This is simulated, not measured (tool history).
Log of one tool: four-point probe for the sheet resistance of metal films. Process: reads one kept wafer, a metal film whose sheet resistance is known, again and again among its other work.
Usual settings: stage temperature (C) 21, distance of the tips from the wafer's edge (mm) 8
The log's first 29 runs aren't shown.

run,hour,stage temperature (C),distance of the tips from the wafer's edge (mm),touches since the probe head was changed,hours of work since the stage's thermometer was calibrated,sheet resistance as the instrument gives it (ohm/square)
30,464.6,19,4,19962,1132,0.204843
31,479.1,21,26,20204,1139,0.194623
32,493.5,27,16,20445,1146,0.193681
33,506.5,21,11,20663,1152,0.195786
34,517.3,30,62,20843,1158,0.192394
35,532.0,30,62,21088,1165,0.192372
36,547.8,30,62,21351,1172,0.192320
37,559.7,33,5,21551,1178,0.198085
38,576.0,33,5,21823,1186,0.198075
39,585.9,33,23,21987,1191,0.192072
40,606.0,23,17,22324,1201,0.194496
41,617.3,23,17,22512,1206,0.194486
42,633.9,24,4,22789,1214,0.203610
43,654.3,22,57,23130,1224,0.194214
44,665.0,22,55,23309,1229,0.194195
45,684.7,21,37,23637,1239,0.194457

Forecast each of these 4 alternatives for the next run:
A,698.9,21,6,23874,1246,?
B,698.9,25,5,23874,1246,?
C,698.9,20,13,23874,1246,?
D,698.9,25,8,23874,1246,?

run,sheet resistance as the instrument gives it (ohm/square)
A,0.199044
B,0.199904
C,0.195542
D,0.196046
Without the tool's hidden state the same runs would have given:
run,sheet resistance as the instrument gives it (ohm/square)
A,0.198648
B,0.199505
C,0.195153
D,0.195654

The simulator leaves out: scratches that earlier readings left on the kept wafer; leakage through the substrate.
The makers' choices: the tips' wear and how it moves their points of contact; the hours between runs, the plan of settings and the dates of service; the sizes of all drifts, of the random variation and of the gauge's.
